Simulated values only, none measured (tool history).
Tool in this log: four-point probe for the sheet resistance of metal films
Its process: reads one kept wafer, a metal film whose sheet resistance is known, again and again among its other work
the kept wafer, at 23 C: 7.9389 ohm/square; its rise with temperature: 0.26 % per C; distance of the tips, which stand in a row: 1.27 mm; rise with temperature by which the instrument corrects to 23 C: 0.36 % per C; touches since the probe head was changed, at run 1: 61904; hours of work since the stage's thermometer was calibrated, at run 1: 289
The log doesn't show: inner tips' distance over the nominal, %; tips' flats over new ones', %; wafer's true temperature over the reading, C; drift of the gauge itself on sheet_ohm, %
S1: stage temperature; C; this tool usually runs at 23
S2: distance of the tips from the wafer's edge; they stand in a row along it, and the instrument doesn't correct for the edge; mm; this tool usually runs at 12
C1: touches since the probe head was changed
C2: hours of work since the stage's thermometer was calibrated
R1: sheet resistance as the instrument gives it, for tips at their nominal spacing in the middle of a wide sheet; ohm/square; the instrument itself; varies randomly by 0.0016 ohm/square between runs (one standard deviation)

run 1 hour=0.0 | S1=23 S2=12 | C1=61904 C2=289 | R1=7.987812
run 2 hour=21.7 | S1=23 S2=12 | C1=62673 C2=300 | R1=7.989395
run 3 hour=53.6 | S1=23 S2=18 | C1=63806 C2=315 | R1=7.963495
run 4 hour=83.4 | S1=23 S2=18 | C1=64865 C2=330 | R1=7.961299
run 5 hour=120.9 | S1=23 S2=18 | C1=66194 C2=348 | R1=7.961234
run 6 hour=152.0 | S1=24 S2=12 | C1=67300 C2=363 | R1=7.981202
run 7 hour=182.0 | S1=23 S2=9 | C1=68365 C2=378 | R1=8.021994
run 8 hour=201.3 | S1=19 S2=12 | C1=69051 C2=387 | R1=8.024232
run 9 hour=234.0 | S1=23 S2=12 | C1=70212 C2=403 | R1=7.993315
run 10 hour=254.2 | S1=23 S2=12 | C1=70928 C2=413 | R1=7.987643
run 11 hour=287.1 | S1=23 S2=4 | C1=72094 C2=429 | R1=8.347857
run 12 hour=302.9 | S1=23 S2=4 | C1=72657 C2=437 | R1=8.347526
run 13 hour=335.4 | S1=23 S2=4 | C1=73809 C2=453 | R1=8.349083
run 14 hour=363.5 | S1=23 S2=36 | C1=74808 C2=467 | R1=7.944871

Expected results for the next run?
run 15 hour=394.9 | S1=23 S2=36 | C1=75921 C2=482 | R1=?

{"run 15": {"R1": 7.94592}}
If the tool had no hidden condition, the same run with the same run-to-run variation would have returned R1 7.945210 ohm/square.
